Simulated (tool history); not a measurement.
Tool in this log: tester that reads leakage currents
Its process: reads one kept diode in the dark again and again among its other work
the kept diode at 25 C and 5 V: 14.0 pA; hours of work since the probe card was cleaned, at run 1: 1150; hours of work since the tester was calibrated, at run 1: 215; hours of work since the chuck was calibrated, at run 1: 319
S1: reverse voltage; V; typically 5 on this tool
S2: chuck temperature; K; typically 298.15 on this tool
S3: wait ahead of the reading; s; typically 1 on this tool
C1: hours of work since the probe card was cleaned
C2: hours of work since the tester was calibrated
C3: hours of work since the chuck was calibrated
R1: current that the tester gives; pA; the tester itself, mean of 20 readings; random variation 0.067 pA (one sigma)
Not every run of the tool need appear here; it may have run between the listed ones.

{"run": 1, "hour": 0.0, "S1": 5, "S2": 298.15, "S3": 1, "C1": 1150, "C2": 215, "C3": 319, "R1": 21.69}
{"run": 2, "hour": 62.4, "S1": 5, "S2": 298.15, "S3": 0.32, "C1": 1191, "C2": 256, "C3": 360, "R1": 23.61}
{"run": 3, "hour": 172.9, "S1": 5, "S2": 298.15, "S3": 1, "C1": 1263, "C2": 328, "C3": 432, "R1": 22.3}
{"hour": 234.4, "done": "probe card cleaned and baked"}
{"run": 4, "hour": 293.3, "S1": 5, "S2": 298.15, "S3": 4.16, "C1": 39, "C2": 405, "C3": 509, "R1": 14.13}
{"run": 5, "hour": 357.8, "S1": 4.05, "S2": 298.15, "S3": 1, "C1": 81, "C2": 447, "C3": 551, "R1": 13.88}
{"run": 6, "hour": 449.8, "S1": 5, "S2": 298.15, "S3": 1, "C1": 141, "C2": 507, "C3": 611, "R1": 15.32}
{"run": 7, "hour": 557.8, "S1": 5, "S2": 298.15, "S3": 1, "C1": 212, "C2": 578, "C3": 682, "R1": 15.68}
{"run": 8, "hour": 609.8, "S1": 1.49, "S2": 298.15, "S3": 1, "C1": 246, "C2": 612, "C3": 716, "R1": 9.93}
{"hour": 622.9, "done": "chuck's temperature calibrated"}
{"run": 9, "hour": 662.1, "S1": 4.6, "S2": 320.15, "S3": 3.27, "C1": 279, "C2": 645, "C3": 26, "R1": 87.78}
{"run": 10, "hour": 748.3, "S1": 11.53, "S2": 314.15, "S3": 0.91, "C1": 335, "C2": 701, "C3": 82, "R1": 77.32}
{"run": 11, "hour": 817.4, "S1": 11.53, "S2": 314.15, "S3": 0.91, "C1": 380, "C2": 747, "C3": 127, "R1": 77.42}
{"run": 12, "hour": 868.1, "S1": 11.53, "S2": 314.15, "S3": 0.91, "C1": 413, "C2": 780, "C3": 160, "R1": 77.86}
{"run": 13, "hour": 968.6, "S1": 4.04, "S2": 316.15, "S3": 1.4, "C1": 479, "C2": 846, "C3": 226, "R1": 61.77}
{"hour": 1040.5, "done": "chuck's temperature calibrated, once more"}
{"run": 14, "hour": 1056.6, "S1": 4.04, "S2": 309.15, "S3": 7.41, "C1": 536, "C2": 902, "C3": 11, "R1": 38.15}

How would selected steps in R1 from run to run divide? Give the signed amount a tool lacking its hidden state would still show from settings, what came in and random variation, and the signed amount left for the hidden state, including any gauge scatter that is not in both of the compared results.
Unlogged tool condition in this case: stray current of the dirty probe card, pA a volt; current scale over the true one, %; true chuck temperature over the reading, C; drift of the gauge itself on leakage_pa, %.
Run 3 -> 4: S3 1 -> 4.16, probe card cleaned and baked. R1 -8.17 pA: hidden state -7.66, all else -0.51.
Run 8 -> 9: S1 1.49 -> 4.6, S2 298.15 -> 320.15, S3 1 -> 3.27, chuck's temperature calibrated. R1 +77.85 pA: hidden state -4.54, all else +82.39.
